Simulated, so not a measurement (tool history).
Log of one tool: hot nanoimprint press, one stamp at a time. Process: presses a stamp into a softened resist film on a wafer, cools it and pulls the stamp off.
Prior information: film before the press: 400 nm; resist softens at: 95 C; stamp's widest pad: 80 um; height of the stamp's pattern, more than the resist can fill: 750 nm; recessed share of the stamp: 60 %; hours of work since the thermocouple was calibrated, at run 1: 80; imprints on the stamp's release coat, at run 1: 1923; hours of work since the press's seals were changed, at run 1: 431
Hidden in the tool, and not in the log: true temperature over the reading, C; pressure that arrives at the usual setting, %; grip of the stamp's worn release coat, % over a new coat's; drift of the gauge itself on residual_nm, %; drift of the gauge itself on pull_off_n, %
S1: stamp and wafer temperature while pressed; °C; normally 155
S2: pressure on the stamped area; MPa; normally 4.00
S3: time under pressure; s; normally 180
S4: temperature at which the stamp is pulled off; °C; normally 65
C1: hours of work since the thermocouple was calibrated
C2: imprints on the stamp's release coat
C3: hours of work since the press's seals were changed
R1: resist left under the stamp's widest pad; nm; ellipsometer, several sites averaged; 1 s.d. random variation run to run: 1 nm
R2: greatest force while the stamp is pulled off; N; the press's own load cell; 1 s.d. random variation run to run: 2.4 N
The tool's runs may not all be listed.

| run | hour | S1 | S2 | S3 | S4 | C1 | C2 | C3 | R1 | R2 |
|---|---|---|---|---|---|---|---|---|---|---|
| 1 | 0.0 | 155 | 4.00 | 180 | 65 | 80 | 1923 | 431 | 159.9 | 168 |
| 2 | 46.4 | 155 | 4.00 | 180 | 65 | 111 | 2086 | 462 | 163.5 | 169 |
|  | 59.3 | stamp cleaned and given a new release coat |
| 3 | 120.1 | 155 | 4.00 | 180 | 65 | 157 | 214 | 508 | 162.3 | 118 |
| 4 | 208.0 | 155 | 4.00 | 180 | 65 | 217 | 523 | 568 | 161.1 | 122 |
| 5 | 294.8 | 155 | 4.00 | 180 | 65 | 276 | 828 | 627 | 162.0 | 133 |
|  | 330.4 | press's hydraulic seals changed and the load cell set to zero |
|  | 368.0 | plate thermocouple calibrated |
| 6 | 401.2 | 155 | 4.00 | 180 | 65 | 23 | 1163 | 46 | 159.7 | 151 |
| 7 | 446.7 | 155 | 4.00 | 203 | 65 | 53 | 1323 | 77 | 152.0 | 149 |
| 8 | 511.0 | 155 | 4.00 | 203 | 65 | 97 | 1549 | 121 | 153.0 | 156 |
| 9 | 604.8 | 155 | 4.00 | 180 | 65 | 161 | 1879 | 185 | 161.7 | 171 |
|  | 681.3 | stamp cleaned and given a new release coat |
| 10 | 697.2 | 155 | 4.00 | 180 | 65 | 220 | 56 | 243 | 160.6 | 114 |
| 11 | 767.5 | 155 | 4.00 | 180 | 65 | 268 | 304 | 291 | 161.7 | 115 |
|  | 844.9 | plate thermocouple calibrated |
| 12 | 853.0 | 155 | 4.00 | 111 | 65 | 5 | 593 | 347 | 193.9 | 127 |
| 13 | 937.5 | 144 | 4.00 | 180 | 65 | 63 | 890 | 405 | 259.5 | 134 |
| 14 | 1013.2 | 155 | 4.00 | 95 | 65 | 114 | 1156 | 456 | 207.6 | 145 |
| 15 | 1082.8 | 155 | 4.00 | 180 | 65 | 162 | 1401 | 503 | 163.1 | 152 |
| 16 | 1134.1 | 155 | 4.00 | 180 | 65 | 197 | 1581 | 538 | 162.8 | 155 |
| 17 | 1217.5 | 157 | 4.00 | 352 | 65 | 253 | 1874 | 595 | 112.6 | 161 |
|  | 1291.0 | stamp cleaned and given a new release coat |
|  | 1299.0 | press's hydraulic seals changed and the load cell set to zero |
| 18 | 1307.5 | 162 | 2.60 | 246 | 64 | 305 | 30 | 6 | 124.0 | 113 |
|  | 1325.7 | plate thermocouple calibrated |
| 19 | 1384.5 | 155 | 3.50 | 180 | 65 | 40 | 290 | 56 | 168.0 | 121 |
| 20 | 1478.2 | 155 | 3.50 | 180 | 65 | 104 | 620 | 120 | 171.6 | 131 |
| 21 | 1541.0 | 155 | 4.00 | 170 | 71 | 146 | 841 | 163 | 165.9 | 121 |
| 22 | 1626.6 | 155 | 4.00 | 170 | 71 | 205 | 1141 | 221 | 164.8 | 128 |
| 23 | 1717.7 | 155 | 6.23 | 259 | 71 | 267 | 1462 | 283 | 113.7 | 141 |
|  | 1796.2 | plate thermocouple calibrated |
| 24 | 1811.5 | 161 | 2.51 | 254 | 65 | 10 | 1781 | 344 | 130.3 | 162 |
| 25 | 1883.5 | 161 | 2.51 | 254 | 65 | 59 | 2034 | 393 | 131.7 | 169 |
|  | 1914.6 | stamp cleaned and given a new release coat |
| 26 | 1979.9 | 161 | 2.51 | 254 | 65 | 121 | 229 | 455 | 130.8 | 119 |
| 27 | 2032.7 | 155 | 5.55 | 180 | 58 | 157 | 415 | 491 | 141.5 | 135 |
| 28 | 2119.1 | 163 | 3.49 | 180 | 58 | 215 | 719 | 550 | 120.4 | 145 |
| 29 | 2201.7 | 163 | 3.49 | 180 | 58 | 272 | 1009 | 606 | 124.2 | 152 |
|  | 2261.5 | press's hydraulic seals changed and the load cell set to zero |
|  | 2276.7 | plate thermocouple calibrated |
| 30 | 2281.1 | 163 | 3.49 | 180 | 58 | 3 | 1249 | 11 | 116.3 | 164 |

Each row is a separate what-if for the run after 30, all from the same tool condition, not one after another. Results?
| A | 2354.3 | 163 | 3.49 | 180 | 60 | 53 | 1506 | 61 | ? | ? |
| B | 2354.3 | 148 | 3.49 | 105 | 58 | 53 | 1506 | 61 | ? | ? |
| C | 2354.3 | 155 | 3.18 | 180 | 59 | 53 | 1506 | 61 | ? | ? |

| run | R1 | R2 |
|---|---|---|
| A | 117.9 | 166 |
| B | 270.3 | 173 |
| C | 174.5 | 166 |
Had the tool no hidden state, the same runs would have come out as:
| run | R1 | R2 |
|---|---|---|
| A | 117.8 | 121 |
| B | 270.2 | 126 |
| C | 174.4 | 121 |

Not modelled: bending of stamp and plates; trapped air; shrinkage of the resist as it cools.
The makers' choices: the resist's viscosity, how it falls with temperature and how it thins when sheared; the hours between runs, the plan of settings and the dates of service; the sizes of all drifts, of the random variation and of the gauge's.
